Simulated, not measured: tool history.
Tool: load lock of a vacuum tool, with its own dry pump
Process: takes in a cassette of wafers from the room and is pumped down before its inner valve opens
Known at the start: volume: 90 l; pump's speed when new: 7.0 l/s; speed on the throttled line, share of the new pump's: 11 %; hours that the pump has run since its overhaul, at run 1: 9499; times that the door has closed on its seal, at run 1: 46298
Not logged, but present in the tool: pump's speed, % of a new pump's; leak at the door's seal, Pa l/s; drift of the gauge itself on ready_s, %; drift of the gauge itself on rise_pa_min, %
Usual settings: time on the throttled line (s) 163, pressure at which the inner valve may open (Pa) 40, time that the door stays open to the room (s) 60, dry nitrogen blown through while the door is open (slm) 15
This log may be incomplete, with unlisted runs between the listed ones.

run,hour,time on the throttled line (s),pressure at which the inner valve may open (Pa),time that the door stays open to the room (s),dry nitrogen blown through while the door is open (slm),hours that the pump has run since its overhaul,times that the door has closed on its seal,"incoming humidity of the room's air, %",time from the closed door until the inner valve may open (s),rise of the pressure with all valves shut (Pa/min)
1,0.0,163,40,60,15,9499,46298,44.3,249.2,0.558
2,219.5,163,40,60,21,9719,47059,47.1,250.6,0.567
3,424.0,163,40,60,21,9923,47768,46.4,252.0,0.586
4,710.2,163,40,60,15,10210,48760,49.7,251.7,0.612
5,1032.1,163,40,60,15,10531,49875,46.6,253.1,0.625
6,1230.8,163,40,60,15,10730,50564,46.7,251.5,0.634
# hour 1544.0: door's seal changed, seat wiped
7,1613.6,163,40,60,15,11111,241,45.7,252.9,0.045
8,1802.7,163,40,60,15,11301,897,41.2,251.7,0.045
9,2127.8,163,40,60,17,11626,2023,44.8,251.2,0.048
10,2417.8,147,40,60,15,11916,3029,43.1,237.1,0.051
11,2652.0,147,40,60,15,12150,3840,42.7,236.8,0.056
12,2904.7,147,47,60,15,12403,4716,40.6,235.4,0.066
13,3237.7,147,47,60,15,12736,5870,44.9,236.2,0.074
14,3641.9,163,40,60,19,13140,7271,42.9,253.4,0.069
15,3894.5,163,40,60,19,13392,8146,44.6,254.0,0.074
16,4075.7,163,40,60,19,13574,8774,48.0,252.7,0.085
17,4459.2,163,40,60,15,13957,10104,42.9,252.9,0.087
18,4768.3,163,47,60,15,14266,11175,45.3,250.2,0.104
19,4960.6,94,43,45,37,14458,11841,48.0,192.0,0.092
20,5274.9,180,43,45,37,14773,12930,43.6,268.1,0.095
21,5681.4,293,43,37,15,15179,14339,45.5,366.6,0.106
22,5891.1,293,43,37,15,15389,15066,46.0,366.3,0.116
23,6108.8,317,43,144,25,15607,15820,46.6,387.3,0.159
24,6307.6,317,35,75,17,15805,16509,42.3,388.9,0.140
25,6709.1,163,36,35,15,16207,17901,46.5,256.3,0.141
26,7056.1,163,36,35,15,16554,19103,43.2,257.0,0.150
27,7452.3,203,60,208,34,16950,20477,44.2,285.6,0.202
28,7728.4,163,40,42,5,17226,21433,45.9,255.1,0.183
29,8092.7,163,40,40,38,17591,22696,45.7,255.3,0.174
30,8455.6,163,40,40,38,17953,23954,44.5,254.9,0.194
31,8865.5,163,40,40,38,18363,25374,49.7,253.1,0.211
32,9123.3,163,36,40,8,18621,26268,43.3,258.8,0.237
33,9450.6,163,36,40,8,18949,27402,41.6,257.5,0.238
34,9795.2,163,29,59,8,19293,28597,48.8,261.6,0.278
35,10155.3,163,29,59,8,19653,29844,44.1,262.0,0.281
36,10552.4,133,73,215,8,20050,31221,42.4,222.4,0.367

Pick out some run-to-run changes in time from the closed door until the inner valve may open (s). Of each, how much would a tool without hidden state show as well, from the settings, what came in and chance, and how much is left for the hidden state and any gauge scatter not in both results compared?
Run 18 -> 19: time on the throttled line (s) 163 -> 94, pressure at which the inner valve may open (Pa) 47 -> 43, time that the door stays open to the room (s) 60 -> 45, dry nitrogen blown through while the door is open (slm) 15 -> 37. time from the closed door until the inner valve may open (s) -58.2: hidden state +1.4, all else -59.6.
Run 19 -> 20: time on the throttled line (s) 94 -> 180. time from the closed door until the inner valve may open (s) +76.1: hidden state -1.1, all else +77.2.
Run 20 -> 21: time on the throttled line (s) 180 -> 293, time that the door stays open to the room (s) 45 -> 37, dry nitrogen blown through while the door is open (slm) 37 -> 15. time from the closed door until the inner valve may open (s) +98.5: hidden state -1.2, all else +99.7.
Run 24 -> 25: time on the throttled line (s) 317 -> 163, pressure at which the inner valve may open (Pa) 35 -> 36, time that the door stays open to the room (s) 75 -> 35, dry nitrogen blown through while the door is open (slm) 17 -> 15. time from the closed door until the inner valve may open (s) -132.6: hidden state +2.1, all else -134.7.
Run 27 -> 28: time on the throttled line (s) 203 -> 163, pressure at which the inner valve may open (Pa) 60 -> 40, time that the door stays open to the room (s) 208 -> 42, dry nitrogen blown through while the door is open (slm) 34 -> 5. time from the closed door until the inner valve may open (s) -30.5: hidden state +1.5, all else -32.0.

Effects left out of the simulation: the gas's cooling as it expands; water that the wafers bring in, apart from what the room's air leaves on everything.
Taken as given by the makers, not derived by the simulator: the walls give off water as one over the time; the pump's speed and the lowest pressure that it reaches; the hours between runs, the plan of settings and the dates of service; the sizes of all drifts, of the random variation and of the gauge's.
